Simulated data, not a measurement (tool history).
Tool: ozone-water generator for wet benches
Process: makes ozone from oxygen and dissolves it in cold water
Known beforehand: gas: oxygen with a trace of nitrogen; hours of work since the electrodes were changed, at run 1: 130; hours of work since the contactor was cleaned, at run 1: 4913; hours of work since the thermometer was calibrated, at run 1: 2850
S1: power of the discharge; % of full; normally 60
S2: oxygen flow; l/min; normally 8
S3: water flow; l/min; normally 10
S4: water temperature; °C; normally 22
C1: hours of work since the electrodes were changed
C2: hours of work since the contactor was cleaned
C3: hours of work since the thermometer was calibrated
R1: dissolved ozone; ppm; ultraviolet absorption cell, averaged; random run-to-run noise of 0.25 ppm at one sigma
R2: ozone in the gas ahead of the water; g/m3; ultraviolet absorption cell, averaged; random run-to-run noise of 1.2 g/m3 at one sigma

| run | hour | S1 | S2 | S3 | S4 | C1 | C2 | C3 | R1 | R2 |
|---|---|---|---|---|---|---|---|---|---|---|
| 1 | 0 | 60 | 8 | 10 | 22 | 130 | 4913 | 2850 | 36.9 | 224.4 |
| 2 | 40.2 | 60 | 8 | 10 | 22 | 160 | 4943 | 2880 | 36.5 | 224.3 |
| 3 | 59.6 | 60 | 7.44 | 10 | 22 | 175 | 4957 | 2894 | 37.1 | 230.1 |
| 4 | 86.5 | 60 | 7.44 | 10 | 22 | 195 | 4977 | 2914 | 37.1 | 227.7 |
| 5 | 119.6 | 60 | 8 | 10 | 26 | 219 | 5002 | 2939 | 33.4 | 224.1 |
| 6 | 166.3 | 60 | 8 | 10 | 26 | 254 | 5037 | 2974 | 33.1 | 222.7 |
| 7 | 205.3 | 60 | 6.33 | 10 | 26 | 283 | 5066 | 3003 | 34.2 | 245.1 |
| 8 | 232.9 | 60 | 11.22 | 10 | 22 | 304 | 5086 | 3023 | 34.7 | 194.1 |
| 9 | 269.9 | 60 | 11.22 | 10 | 22 | 331 | 5114 | 3051 | 34.3 | 194.2 |
| 10 | 292.9 | 60 | 11.22 | 10 | 22 | 349 | 5131 | 3068 | 34.4 | 195.1 |
| 11 | 321.6 | 60 | 8 | 10 | 22 | 370 | 5152 | 3089 | 36.2 | 221.7 |
| 12 | 346.5 | 60 | 8 | 10 | 22 | 388 | 5171 | 3108 | 36.8 | 223.4 |
| 13 | 390.3 | 60 | 8 | 10 | 22 | 421 | 5204 | 3141 | 36.3 | 222.8 |
| 14 | 412.4 | 60 | 8 | 10 | 22 | 438 | 5220 | 3157 | 36.7 | 222.7 |
| 15 | 445.2 | 60 | 8 | 10 | 22 | 462 | 5245 | 3181 | 36.5 | 223.7 |
| 16 | 468.9 | 60 | 8 | 10 | 22 | 480 | 5262 | 3199 | 36.5 | 222.7 |
| 17 | 503.5 | 60 | 8 | 10 | 22 | 505 | 5288 | 3225 | 36.8 | 221.4 |
| 18 | 526.5 | 59 | 4.01 | 10 | 16 | 523 | 5305 | 3242 | 42.1 | 289.3 |
|  | 534.9 | contactor cleaned |
| 19 | 572.7 | 82 | 14.22 | 10 | 19 | 554 | 28 | 3273 | 40.6 | 207.7 |
| 20 | 601.6 | 82 | 14.22 | 10 | 19 | 576 | 50 | 3295 | 40.5 | 207.9 |
| 21 | 624.5 | 60 | 12.74 | 7 | 25 | 593 | 67 | 3312 | 35.5 | 185.1 |
| 22 | 649.8 | 64 | 6.71 | 7 | 29 | 611 | 86 | 3331 | 38.1 | 244.6 |
| 23 | 691.2 | 64 | 6.71 | 7 | 29 | 642 | 116 | 3362 | 37.9 | 247.3 |
| 24 | 727 | 64 | 6.71 | 7 | 29 | 669 | 143 | 3388 | 38.2 | 243.4 |
| 25 | 753.3 | 64 | 12.24 | 15 | 22 | 689 | 163 | 3408 | 26.9 | 192.2 |
| 26 | 795.2 | 64 | 12.24 | 15 | 22 | 720 | 194 | 3439 | 26.6 | 194.5 |
|  | 808 | contactor cleaned, once more |
| 27 | 824.3 | 42 | 5.76 | 10 | 22 | 738 | 12 | 3458 | 32.1 | 211 |
| 28 | 851.5 | 42 | 5.76 | 10 | 22 | 759 | 32 | 3478 | 31.7 | 208.8 |
| 29 | 872.2 | 42 | 5.76 | 10 | 22 | 774 | 48 | 3494 | 31.9 | 210.4 |
| 30 | 907.5 | 54 | 8 | 10 | 25 | 800 | 74 | 3520 | 32.6 | 206.8 |
| 31 | 932.1 | 41 | 8 | 10 | 19 | 819 | 92 | 3538 | 32.9 | 180.9 |
| 32 | 958.8 | 41 | 8 | 10 | 19 | 839 | 112 | 3558 | 32.5 | 180.8 |
| 33 | 991.2 | 41 | 11.94 | 14 | 29 | 863 | 136 | 3582 | 19.8 | 156.1 |

Predict each of these 4 candidate next runs independently; none follows another, all start after run 33:
| A | 1031.9 | 41 | 11.94 | 13 | 18 | 893 | 167 | 3613 | ? | ? |
| B | 1031.9 | 46 | 12.25 | 14 | 21 | 893 | 167 | 3613 | ? | ? |
| C | 1031.9 | 53 | 6.86 | 14 | 29 | 893 | 167 | 3613 | ? | ? |
| D | 1031.9 | 41 | 11.19 | 14 | 29 | 893 | 167 | 3613 | ? | ? |

| run | R1 | R2 |
|---|---|---|
| A | 27.3 | 155.4 |
| B | 25.2 | 162.9 |
| C | 24.4 | 221.1 |
| D | 20.1 | 158.4 |
Stripped of hidden state, with their random variation kept, the same runs would have yielded:
| run | R1 | R2 |
|---|---|---|
| A | 27.9 | 158 |
| B | 25.8 | 166 |
| C | 25 | 225.6 |
| D | 20.6 | 161.2 |

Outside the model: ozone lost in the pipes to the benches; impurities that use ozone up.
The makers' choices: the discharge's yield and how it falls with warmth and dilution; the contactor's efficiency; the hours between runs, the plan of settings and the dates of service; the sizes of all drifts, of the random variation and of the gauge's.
